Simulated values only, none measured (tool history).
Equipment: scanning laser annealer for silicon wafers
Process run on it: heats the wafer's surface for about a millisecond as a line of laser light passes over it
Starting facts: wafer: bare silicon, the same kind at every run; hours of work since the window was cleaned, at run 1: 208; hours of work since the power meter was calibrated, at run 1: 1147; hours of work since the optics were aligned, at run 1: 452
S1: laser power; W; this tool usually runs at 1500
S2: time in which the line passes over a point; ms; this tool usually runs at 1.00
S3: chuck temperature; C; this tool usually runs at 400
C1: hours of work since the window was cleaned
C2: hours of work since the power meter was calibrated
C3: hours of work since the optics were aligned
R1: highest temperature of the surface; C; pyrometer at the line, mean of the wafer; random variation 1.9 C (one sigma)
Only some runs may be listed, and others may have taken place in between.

Run 1, hour 0.0: usual settings; C1 208; C2 1147; C3 452. Result: R1 1074 C.
Run 2, hour 42.4: usual settings but S1 1547 W; C1 240; C2 1180; C3 484. Result: R1 1102 C.
Run 3, hour 61.9: usual settings but S1 1439 W; C1 255; C2 1195; C3 499. Result: R1 1043 C.
Run 4, hour 96.9: usual settings; C1 282; C2 1221; C3 526. Result: R1 1072 C.
Run 5, hour 126.7: usual settings; C1 305; C2 1244; C3 548. Result: R1 1071 C.
Run 6, hour 144.3: usual settings; C1 318; C2 1258; C3 562. Result: R1 1071 C.
Run 7, hour 173.4: usual settings; C1 340; C2 1280; C3 584. Result: R1 1069 C.
Run 8, hour 210.9: usual settings but S1 1545 W; C1 369; C2 1308; C3 613. Result: R1 1088 C.
Run 9, hour 237.9: usual settings but S1 1545 W; C1 389; C2 1329; C3 633. Result: R1 1088 C.
Run 10, hour 268.2: usual settings but S1 1545 W; C1 413; C2 1352; C3 656. Result: R1 1085 C.
At hour 286.9: window over the wafer cleaned.
Run 11, hour 308.8: usual settings but S1 1545 W; C1 17; C2 1382; C3 686. Result: R1 1077 C.
Run 12, hour 327.1: usual settings but S1 1545 W; C1 31; C2 1396; C3 700. Result: R1 1071 C.
Run 13, hour 354.2: usual settings but S2 0.78 ms; C1 51; C2 1416; C3 721. Result: R1 967 C.
Run 14, hour 393.6: usual settings but S2 0.78 ms; C1 81; C2 1446; C3 751. Result: R1 966 C.
Run 15, hour 429.8: usual settings but S2 0.78 ms; C1 109; C2 1474; C3 778. Result: R1 963 C.
Run 16, hour 456.7: usual settings; C1 130; C2 1495; C3 799. Result: R1 1042 C.
At hour 485.9: window over the wafer cleaned, once more.
Run 17, hour 499.5: usual settings; C1 10; C2 1526; C3 830. Result: R1 1084 C.
Run 18, hour 519.9: usual settings; C1 26; C2 1541; C3 846. Result: R1 1078 C.
Run 19, hour 553.3: usual settings; C1 52; C2 1567; C3 871. Result: R1 1075 C.
Run 20, hour 571.1: usual settings but S2 0.70 ms, S3 380 C; C1 65; C2 1580; C3 885. Result: R1 934 C.
Run 21, hour 607.8: usual settings but S2 0.70 ms, S3 380 C; C1 93; C2 1608; C3 913. Result: R1 935 C.
Run 22, hour 644.7: usual settings but S1 1590 W, S2 1.04 ms, S3 391 C; C1 121; C2 1637; C3 941. Result: R1 1127 C.
Run 23, hour 673.1: usual settings but S1 1291 W, S2 0.88 ms; C1 143; C2 1658; C3 963. Result: R1 928 C.
Run 24, hour 715.2: usual settings but S1 1476 W, S3 426 C; C1 175; C2 1690; C3 995. Result: R1 1084 C.
At hour 730.6: optics aligned, line set to its width.
Run 25, hour 760.3: usual settings but S1 1476 W, S2 1.05 ms, S3 395 C; C1 206; C2 1721; C3 23. Result: R1 1086 C.
Run 26, hour 778.0: usual settings but S1 1476 W, S2 1.05 ms, S3 395 C; C1 219; C2 1735; C3 36. Result: R1 1087 C.
Run 27, hour 805.2: usual settings but S1 1389 W, S2 1.12 ms; C1 240; C2 1755; C3 57. Result: R1 1067 C.
Run 28, hour 834.6: usual settings but S1 1389 W, S2 1.12 ms; C1 262; C2 1778; C3 79. Result: R1 1059 C.
Run 29, hour 862.0: usual settings but S1 1389 W, S2 1.12 ms; C1 283; C2 1799; C3 100. Result: R1 1063 C.
Run 30, hour 881.4: usual settings but S1 1389 W, S2 1.12 ms; C1 298; C2 1814; C3 115. Result: R1 1064 C.
Run 31, hour 918.5: usual settings but S1 1296 W, S3 371 C; C1 327; C2 1842; C3 143. Result: R1 943 C.
Run 32, hour 961.3: usual settings but S1 1281 W, S2 1.13 ms, S3 432 C; C1 359; C2 1875; C3 176. Result: R1 1033 C.
Run 33, hour 998.6: usual settings but S1 1496 W, S2 1.20 ms; C1 388; C2 1903; C3 205. Result: R1 1143 C.
Run 34, hour 1033.6: usual settings but S1 1496 W, S2 1.07 ms, S3 369 C; C1 414; C2 1930; C3 231. Result: R1 1057 C.
At hour 1049.1: window over the wafer cleaned.
Run 35, hour 1074.2: usual settings but S1 1385 W, S2 1.08 ms, S3 395 C; C1 19; C2 1959; C3 261. Result: R1 1052 C.
Run 36, hour 1113.9: usual settings but S1 1544 W, S2 1.08 ms, S3 420 C; C1 49; C2 1990; C3 291. Result: R1 1161 C.
Run 37, hour 1155.0: usual settings but S1 1509 W, S2 1.08 ms, S3 382 C; C1 81; C2 2021; C3 323. Result: R1 1103 C.

Table of differences, measured result less the result of that run with no hidden state. Run-to-run variation is the same in both. Gauge scatter possibly is not:
Hidden state at play: light that passes the window, % of a clean one's; laser's true power over the reading, %; width of the line over the set one, %; drift of the gauge itself on peak_c, C.
run   R1
  1  -23
  2  -26
  3  -25
  4  -28
  5  -30
  6  -31
  7  -33
  8  -36
  9  -37
 10  -39
 11  -50
 12  -52
 13  -45
 14  -47
 15  -48
 16  -57
 17  -20
 18  -21
 19  -23
 20  -19
 21  -22
 22  -31
 23  -23
 24  -31
 25  -16
 26  -17
 27  -18
 28  -19
 29  -21
 30  -22
 31  -20
 32  -24
 33  -32
 34  -32
 35  -11
 36  -15
 37  -17

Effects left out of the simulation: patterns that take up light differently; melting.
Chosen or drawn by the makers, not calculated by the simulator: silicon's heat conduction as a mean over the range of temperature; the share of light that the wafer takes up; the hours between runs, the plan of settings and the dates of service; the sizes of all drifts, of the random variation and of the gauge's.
